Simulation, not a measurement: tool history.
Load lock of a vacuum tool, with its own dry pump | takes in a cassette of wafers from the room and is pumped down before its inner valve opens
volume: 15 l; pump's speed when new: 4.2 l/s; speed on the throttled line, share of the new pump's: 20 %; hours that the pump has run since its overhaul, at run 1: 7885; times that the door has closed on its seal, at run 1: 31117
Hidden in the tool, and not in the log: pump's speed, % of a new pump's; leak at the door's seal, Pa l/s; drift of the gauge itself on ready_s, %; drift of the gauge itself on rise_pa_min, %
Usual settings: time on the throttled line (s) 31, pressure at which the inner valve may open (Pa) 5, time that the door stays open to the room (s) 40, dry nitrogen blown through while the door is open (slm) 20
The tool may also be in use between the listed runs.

run,hour,time on the throttled line (s),pressure at which the inner valve may open (Pa),time that the door stays open to the room (s),dry nitrogen blown through while the door is open (slm),hours that the pump has run since its overhaul,times that the door has closed on its seal,"incoming humidity of the room's air, %",time from the closed door until the inner valve may open (s),rise of the pressure with all valves shut (Pa/min)
1,0.0,31,5,40,20,7885,31117,44.7,60.2,0.041
2,300.2,31,7,40,20,8185,32137,42.5,59.0,0.039
3,454.4,31,7,40,20,8340,32660,43.8,59.0,0.033
4,638.8,31,7,40,20,8524,33286,43.1,59.3,0.034
5,822.3,31,7,40,20,8707,33909,45.6,60.0,0.040
6,1078.6,31,5,40,20,8964,34779,42.3,60.3,0.038
7,1311.9,31,5,40,10,9197,35571,45.7,60.6,0.047
8,1494.9,31,5,75,10,9380,36192,47.4,60.9,0.063
9,1638.0,31,5,81,10,9523,36678,43.6,60.5,0.060
10,1887.0,31,5,81,10,9772,37524,43.4,60.0,0.055
11,2159.2,31,5,40,20,10044,38448,47.8,60.1,0.042
12,2296.7,31,5,40,20,10182,38915,45.5,59.8,0.037
13,2602.6,31,5,40,15,10488,39953,46.7,60.3,0.038
14,2854.9,31,9,40,20,10740,40810,46.0,57.7,0.043
15,3029.7,31,5,40,20,10915,41403,44.4,60.1,0.040
16,3213.9,31,5,40,20,11099,42028,47.4,60.1,0.040
17,3502.9,24,5,40,20,11388,43009,40.0,54.3,0.030
18,3779.1,31,5,40,20,11664,43947,45.1,60.2,0.039
19,4026.8,17,5,37,20,11912,44788,44.3,48.6,0.031
20,4223.8,17,5,87,25,12109,45457,49.9,49.3,0.047
21,4535.1,17,5,133,35,12420,46514,45.2,49.4,0.037
22,4807.1,31,5,85,4,12692,47437,47.3,61.3,0.079
23,5046.4,29,5,85,11,12932,48249,45.1,59.1,0.061
24,5195.8,34,9,168,23,13081,48757,44.8,60.6,0.051
25,5472.4,19,7,40,20,13358,49696,48.6,49.8,0.041
26,5649.9,19,7,32,20,13535,50299,48.0,49.2,0.040
27,5930.5,20,7,40,20,13816,51251,43.9,50.4,0.040
28,6146.0,31,5,203,6,14031,51983,47.8,60.6,0.100
29,6447.3,33,8,82,24,14333,53006,43.1,60.7,0.044
30,6733.2,31,5,40,5,14618,53976,43.5,60.7,0.055
31,7004.7,31,6,40,20,14890,54898,41.3,58.9,0.034
32,7179.4,31,6,40,14,15065,55491,49.3,59.2,0.052
33,7437.8,38,6,40,20,15323,56368,43.1,65.1,0.039
34,7710.6,21,5,40,7,15596,57295,45.7,52.3,0.059
35,8022.4,21,5,40,7,15908,58353,47.5,52.6,0.053
36,8283.2,21,5,40,7,16168,59238,45.1,52.1,0.045

Forecast each of these 4 alternatives for the next run:
A,8498.3,21,6,86,7,16383,59968,41.5,?,?
B,8498.3,42,7,40,39,16383,59968,44.2,?,?
C,8498.3,21,5,36,12,16383,59968,45.6,?,?
D,8498.3,32,5,122,20,16383,59968,45.5,?,?

run,time from the closed door until the inner valve may open (s),rise of the pressure with all valves shut (Pa/min)
A,52.1,0.066
B,67.7,0.028
C,52.0,0.045
D,60.7,0.060
Without the tool's hidden state the same runs would have given:
run,time from the closed door until the inner valve may open (s),rise of the pressure with all valves shut (Pa/min)
A,52.1,0.065
B,67.7,0.026
C,51.9,0.044
D,60.7,0.059
